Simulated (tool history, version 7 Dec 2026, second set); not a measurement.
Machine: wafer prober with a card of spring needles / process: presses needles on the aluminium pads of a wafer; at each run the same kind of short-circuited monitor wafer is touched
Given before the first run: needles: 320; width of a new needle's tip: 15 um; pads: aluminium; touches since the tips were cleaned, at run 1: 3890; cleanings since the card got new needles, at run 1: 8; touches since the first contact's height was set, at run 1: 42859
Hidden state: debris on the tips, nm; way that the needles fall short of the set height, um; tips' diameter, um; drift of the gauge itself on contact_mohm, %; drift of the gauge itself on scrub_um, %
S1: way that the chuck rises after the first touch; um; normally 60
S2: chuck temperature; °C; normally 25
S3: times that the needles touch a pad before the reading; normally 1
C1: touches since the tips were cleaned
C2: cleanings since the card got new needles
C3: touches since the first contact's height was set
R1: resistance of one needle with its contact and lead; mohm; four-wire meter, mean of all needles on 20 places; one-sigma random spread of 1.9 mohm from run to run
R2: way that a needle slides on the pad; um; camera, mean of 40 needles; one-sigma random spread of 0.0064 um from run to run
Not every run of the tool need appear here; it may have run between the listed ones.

{"run": 1, "hour": 0.0, "S1": 60, "S2": 25, "S3": 1, "C1": 3890, "C2": 8, "C3": 42859, "R1": 276, "R2": 11.785}
{"hour": 2.4, "done": "tips cleaned on abrasive film"}
{"run": 2, "hour": 11.6, "S1": 60, "S2": 25, "S3": 3, "C1": 4082, "C2": 9, "C3": 47970, "R1": 231, "R2": 11.78}
{"hour": 13.0, "done": "tips cleaned on abrasive film"}
{"hour": 23.6, "done": "tips cleaned on abrasive film"}
{"run": 3, "hour": 30.9, "S1": 60, "S2": 25, "S3": 3, "C1": 3217, "C2": 11, "C3": 56407, "R1": 226, "R2": 11.751}
{"hour": 33.2, "done": "tips cleaned on abrasive film"}
{"hour": 40.5, "done": "height of the first contact set anew"}
{"hour": 43.6, "done": "tips cleaned on abrasive film"}
{"run": 4, "hour": 52.4, "S1": 60, "S2": 25, "S3": 3, "C1": 3894, "C2": 13, "C3": 5236, "R1": 232, "R2": 11.652}
{"hour": 54.4, "done": "tips cleaned on abrasive film"}
{"hour": 64.7, "done": "tips cleaned on abrasive film"}
{"run": 5, "hour": 66.8, "S1": 60, "S2": 25, "S3": 1, "C1": 942, "C2": 15, "C3": 11540, "R1": 238, "R2": 11.636}
{"hour": 74.5, "done": "tips cleaned on abrasive film"}
{"run": 6, "hour": 82.1, "S1": 60, "S2": 25, "S3": 1, "C1": 3367, "C2": 16, "C3": 18251, "R1": 277, "R2": 11.617}
{"hour": 84.0, "done": "tips cleaned on abrasive film"}
{"hour": 93.8, "done": "tips cleaned on abrasive film"}
{"run": 7, "hour": 101.2, "S1": 58, "S2": 25, "S3": 1, "C1": 3313, "C2": 18, "C3": 26641, "R1": 281, "R2": 11.197}
{"hour": 103.7, "done": "tips cleaned on abrasive film"}
{"hour": 114.2, "done": "tips cleaned on abrasive film"}
{"run": 8, "hour": 122.9, "S1": 58, "S2": 25, "S3": 1, "C1": 3850, "C2": 20, "C3": 36146, "R1": 278, "R2": 11.177}
{"hour": 124.8, "done": "tips cleaned on abrasive film"}
{"hour": 134.2, "done": "tips cleaned on abrasive film"}
{"run": 9, "hour": 141.1, "S1": 60, "S2": 25, "S3": 1, "C1": 3086, "C2": 22, "C3": 44131, "R1": 278, "R2": 11.548}
{"hour": 144.8, "done": "tips cleaned on abrasive film"}
{"hour": 155.5, "done": "tips cleaned on abrasive film"}
{"run": 10, "hour": 161.8, "S1": 60, "S2": 25, "S3": 1, "C1": 2782, "C2": 24, "C3": 53184, "R1": 266, "R2": 11.544}
{"hour": 164.9, "done": "tips cleaned on abrasive film"}
{"hour": 174.4, "done": "tips cleaned on abrasive film"}
{"hour": 179.9, "done": "height of the first contact set anew"}
{"hour": 181.9, "done": "height of the first contact set anew, once more"}
{"run": 11, "hour": 182.9, "S1": 60, "S2": 25, "S3": 1, "C1": 3502, "C2": 26, "C3": 441, "R1": 273, "R2": 11.879}
{"hour": 184.7, "done": "tips cleaned on abrasive film"}
{"hour": 195.5, "done": "tips cleaned on abrasive film"}
{"run": 12, "hour": 202.0, "S1": 60, "S2": 25, "S3": 1, "C1": 2886, "C2": 28, "C3": 8799, "R1": 267, "R2": 11.867}
{"hour": 206.3, "done": "tips cleaned on abrasive film"}
{"hour": 217.3, "done": "tips cleaned on abrasive film"}
{"run": 13, "hour": 220.5, "S1": 64, "S2": 25, "S3": 1, "C1": 1407, "C2": 30, "C3": 16896, "R1": 245, "R2": 12.626}
{"hour": 227.1, "done": "tips cleaned on abrasive film"}
{"hour": 236.9, "done": "tips cleaned on abrasive film"}
{"run": 14, "hour": 236.9, "S1": 60, "S2": 25, "S3": 3, "C1": 0, "C2": 32, "C3": 24078, "R1": 206, "R2": 11.82}
{"hour": 246.5, "done": "tips cleaned on abrasive film"}
{"run": 15, "hour": 254.1, "S1": 60, "S2": 25, "S3": 1, "C1": 3349, "C2": 33, "C3": 31637, "R1": 277, "R2": 11.803}
{"hour": 256.6, "done": "tips cleaned on abrasive film"}
{"hour": 266.6, "done": "tips cleaned on abrasive film"}
{"hour": 276.6, "done": "tips cleaned on abrasive film"}
{"run": 16, "hour": 279.4, "S1": 60, "S2": 25, "S3": 1, "C1": 1255, "C2": 36, "C3": 42729, "R1": 246, "R2": 11.765}
{"hour": 286.5, "done": "tips cleaned on abrasive film"}
{"hour": 296.4, "done": "tips cleaned on abrasive film"}
{"run": 17, "hour": 305.6, "S1": 60, "S2": 52, "S3": 3, "C1": 4078, "C2": 38, "C3": 54260, "R1": 236, "R2": 11.762}
{"hour": 307.8, "done": "tips cleaned on abrasive film"}
{"hour": 317.9, "done": "tips cleaned on abrasive film"}
{"hour": 319.9, "done": "height of the first contact set anew"}
{"hour": 327.8, "done": "tips cleaned on abrasive film"}
{"run": 18, "hour": 329.9, "S1": 60, "S2": 52, "S3": 3, "C1": 907, "C2": 41, "C3": 4343, "R1": 223, "R2": 11.881}
{"hour": 338.3, "done": "tips cleaned on abrasive film"}
{"hour": 348.7, "done": "tips cleaned on abrasive film"}
{"run": 19, "hour": 348.9, "S1": 60, "S2": 52, "S3": 3, "C1": 75, "C2": 43, "C3": 12673, "R1": 214, "R2": 11.855}
{"hour": 358.8, "done": "tips cleaned on abrasive film"}
{"run": 20, "hour": 360.2, "S1": 60, "S2": 52, "S3": 3, "C1": 621, "C2": 44, "C3": 17635, "R1": 223, "R2": 11.834}
{"hour": 368.4, "done": "tips cleaned on abrasive film"}
{"hour": 379.6, "done": "tips cleaned on abrasive film"}
{"run": 21, "hour": 379.6, "S1": 60, "S2": 52, "S3": 3, "C1": 0, "C2": 46, "C3": 26138, "R1": 217, "R2": 11.813}
{"hour": 389.3, "done": "tips cleaned on abrasive film"}
{"run": 22, "hour": 391.2, "S1": 75, "S2": 77, "S3": 2, "C1": 824, "C2": 47, "C3": 31228, "R1": 227, "R2": 14.783}
{"hour": 400.0, "done": "tips cleaned on abrasive film"}
{"hour": 410.3, "done": "tips cleaned on abrasive film"}
{"run": 23, "hour": 411.0, "S1": 73, "S2": 26, "S3": 1, "C1": 289, "C2": 49, "C3": 39915, "R1": 213, "R2": 14.357}
{"hour": 421.9, "done": "tips cleaned on abrasive film"}
{"run": 24, "hour": 422.3, "S1": 73, "S2": 95, "S3": 1, "C1": 198, "C2": 50, "C3": 44885, "R1": 230, "R2": 14.354}
{"hour": 433.3, "done": "tips cleaned on abrasive film"}
{"hour": 444.6, "done": "tips cleaned on abrasive film"}
{"run": 25, "hour": 449.6, "S1": 45, "S2": 77, "S3": 1, "C1": 2218, "C2": 52, "C3": 56881, "R1": 321, "R2": 8.788}
{"hour": 454.3, "done": "tips cleaned on abrasive film"}
{"hour": 458.3, "done": "height of the first contact set anew"}
{"hour": 464.9, "done": "tips cleaned on abrasive film"}
{"hour": 474.4, "done": "tips cleaned on abrasive film"}
{"run": 26, "hour": 474.4, "S1": 74, "S2": 29, "S3": 1, "C1": 0, "C2": 55, "C3": 7019, "R1": 207, "R2": 14.631}
{"hour": 485.6, "done": "tips cleaned on abrasive film"}
{"hour": 495.0, "done": "tips cleaned on abrasive film"}
{"run": 27, "hour": 499.4, "S1": 74, "S2": 29, "S3": 1, "C1": 1948, "C2": 57, "C3": 18033, "R1": 239, "R2": 14.622}
{"hour": 505.9, "done": "tips cleaned on abrasive film"}
{"hour": 516.1, "done": "tips cleaned on abrasive film"}
{"run": 28, "hour": 521.8, "S1": 74, "S2": 29, "S3": 1, "C1": 2521, "C2": 59, "C3": 27846, "R1": 244, "R2": 14.588}
{"hour": 527.7, "done": "tips cleaned on abrasive film"}
{"hour": 538.9, "done": "tips cleaned on abrasive film"}
{"run": 29, "hour": 538.9, "S1": 74, "S2": 25, "S3": 1, "C1": 0, "C2": 61, "C3": 35317, "R1": 208, "R2": 14.559}
{"hour": 548.6, "done": "tips cleaned on abrasive film"}
{"hour": 558.1, "done": "tips cleaned on abrasive film"}
{"run": 30, "hour": 558.4, "S1": 74, "S2": 73, "S3": 1, "C1": 125, "C2": 63, "C3": 43874, "R1": 217, "R2": 14.538}
{"hour": 568.7, "done": "tips cleaned on abrasive film"}
{"hour": 579.3, "done": "tips cleaned on abrasive film"}
{"run": 31, "hour": 581.9, "S1": 74, "S2": 73, "S3": 1, "C1": 1131, "C2": 65, "C3": 54187, "R1": 236, "R2": 14.521}

Forecast each of these 3 alternatives for the next run:
{"hour": 588.8, "done": "tips cleaned on abrasive film"}
{"hour": 597.5, "done": "height of the first contact set anew"}
{"hour": 599.0, "done": "tips cleaned on abrasive film"}
{"run": "A", "hour": 602.8, "S1": 58, "S2": 73, "S3": 1, "C1": 1663, "C2": 67, "C3": 2290, "R1": "?", "R2": "?"}
{"hour": 588.8, "done": "tips cleaned on abrasive film"}
{"hour": 597.5, "done": "height of the first contact set anew"}
{"hour": 599.0, "done": "tips cleaned on abrasive film"}
{"run": "B", "hour": 602.8, "S1": 74, "S2": 47, "S3": 1, "C1": 1663, "C2": 67, "C3": 2290, "R1": "?", "R2": "?"}
{"hour": 588.8, "done": "tips cleaned on abrasive film"}
{"hour": 597.5, "done": "height of the first contact set anew"}
{"hour": 599.0, "done": "tips cleaned on abrasive film"}
{"run": "C", "hour": 602.8, "S1": 41, "S2": 26, "S3": 1, "C1": 1663, "C2": 67, "C3": 2290, "R1": "?", "R2": "?"}

run=A R1=263 R2=11.477
run=B R1=239 R2=14.642
run=C R1=311 R2=8.091
The same runs, with their run-to-run variation unchanged, on a tool lacking any hidden condition would have given:
run=A R1=215 R2=11.486
run=B R1=206 R2=14.651
run=C R1=213 R2=8.101
